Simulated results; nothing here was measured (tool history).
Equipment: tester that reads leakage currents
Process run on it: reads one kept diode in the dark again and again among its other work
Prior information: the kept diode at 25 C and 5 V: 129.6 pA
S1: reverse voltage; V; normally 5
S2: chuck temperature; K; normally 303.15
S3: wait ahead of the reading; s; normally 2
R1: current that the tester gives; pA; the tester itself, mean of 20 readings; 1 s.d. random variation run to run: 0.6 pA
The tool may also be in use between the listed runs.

run 1 day=0 | S1=5 S2=303.15 S3=2 | R1=190.61
run 2 day=3.404 | S1=5 S2=303.15 S3=2 | R1=192.07
run 3 day=7.579 | S1=5 S2=303.15 S3=2 | R1=191.55
run 4 day=10.558 | S1=5 S2=321.15 S3=2 | R1=794.08
run 5 day=15.725 | S1=5 S2=303.15 S3=0.51 | R1=193.33
run 6 day=20.196 | S1=5 S2=303.15 S3=0.51 | R1=192.07
run 7 day=24.946 | S1=2.35 S2=303.15 S3=2 | R1=128.12
run 8 day=29.092 | S1=2.35 S2=303.15 S3=2 | R1=128.96
run 9 day=33.942 | S1=1.71 S2=303.15 S3=2 | R1=108.37
run 10 day=37.288 | S1=1.71 S2=303.15 S3=2 | R1=108.59
run 11 day=42.95 | S1=1.71 S2=303.15 S3=2 | R1=108.53
run 12 day=48.392 | S1=5 S2=303.15 S3=2 | R1=191.75
-- day=50.829 chuck's temperature calibrated
run 13 day=51.588 | S1=5.23 S2=303.15 S3=2 | R1=209.48
run 14 day=55.804 | S1=5.23 S2=303.15 S3=2 | R1=209.44
run 15 day=59.371 | S1=5.23 S2=303.15 S3=2 | R1=209.97
run 16 day=64.462 | S1=5.23 S2=303.15 S3=2 | R1=210.09
run 17 day=67.708 | S1=5 S2=296.15 S3=2 | R1=116.04
run 18 day=73.092 | S1=13.68 S2=303.15 S3=2 | R1=354.22
run 19 day=77.646 | S1=5 S2=303.15 S3=7.36 | R1=203.97
-- day=81.492 probe card cleaned and baked
run 20 day=83.183 | S1=1.32 S2=300.15 S3=9.97 | R1=75.67
run 21 day=88.392 | S1=1.32 S2=300.15 S3=9.97 | R1=75.8
run 22 day=91.225 | S1=1.07 S2=324.15 S3=2 | R1=452.08
run 23 day=93.921 | S1=5 S2=293.15 S3=2 | R1=83.58
run 24 day=98.804 | S1=5 S2=293.15 S3=2 | R1=83.47
run 25 day=104.533 | S1=5 S2=293.15 S3=2 | R1=84.09
run 26 day=108.088 | S1=5 S2=293.15 S3=2 | R1=84.66
run 27 day=113.512 | S1=1.73 S2=305.15 S3=7.2 | R1=132.76
run 28 day=117.675 | S1=1.73 S2=308.15 S3=6.25 | R1=168.62
-- day=118.479 tester calibrated
run 29 day=123.383 | S1=5 S2=300.15 S3=0.39 | R1=151.32
run 30 day=128.562 | S1=5 S2=307.15 S3=0.94 | R1=266.94
run 31 day=134.308 | S1=5 S2=307.15 S3=0.94 | R1=265.23
run 32 day=139.117 | S1=11.01 S2=303.15 S3=6.74 | R1=292.94
run 33 day=143.75 | S1=5 S2=311.15 S3=2 | R1=363.53
run 34 day=147.821 | S1=16.41 S2=294.15 S3=9.68 | R1=179.46
run 35 day=150.808 | S1=1.85 S2=303.15 S3=1.46 | R1=113.24
run 36 day=153.308 | S1=1.85 S2=303.15 S3=1.46 | R1=112.62
run 37 day=157.992 | S1=1.85 S2=303.15 S3=1.46 | R1=114.26
run 38 day=163.554 | S1=7.73 S2=303.15 S3=4.48 | R1=244.66

Below, each run's measurement less what the same run would have read without the hidden state. Both values contain the same run-to-run variation, but the gauge's scatter may not be the same in both:
The tool's hidden condition here consists of: stray current of the dirty probe card, pA a volt; current scale over the true one, %; true chuck temperature over the reading, C; drift of the gauge itself on leakage_pa, %.
run=1 R1=-6.62
run=2 R1=-6.65
run=3 R1=-6.6
run=4 R1=-26.96
run=5 R1=-6.6
run=6 R1=-6.55
run=7 R1=-4.93
run=8 R1=-5
run=9 R1=-4.48
run=10 R1=-4.56
run=11 R1=-4.66
run=12 R1=-6.23
run=13 R1=+6.62
run=14 R1=+6.63
run=15 R1=+6.63
run=16 R1=+6.69
run=17 R1=+6.48
run=18 R1=+18.5
run=19 R1=+6.36
run=20 R1=-0.72
run=21 R1=-0.79
run=22 R1=-3.94
run=23 R1=-0.23
run=24 R1=+0.08
run=25 R1=+0.37
run=26 R1=+0.58
run=27 R1=-2
run=28 R1=-2.88
run=29 R1=-3.87
run=30 R1=-9.56
run=31 R1=-9.62
run=32 R1=-5.02
run=33 R1=-15.41
run=34 R1=+9.12
run=35 R1=-4.99
run=36 R1=-5
run=37 R1=-5.18
run=38 R1=-5.31
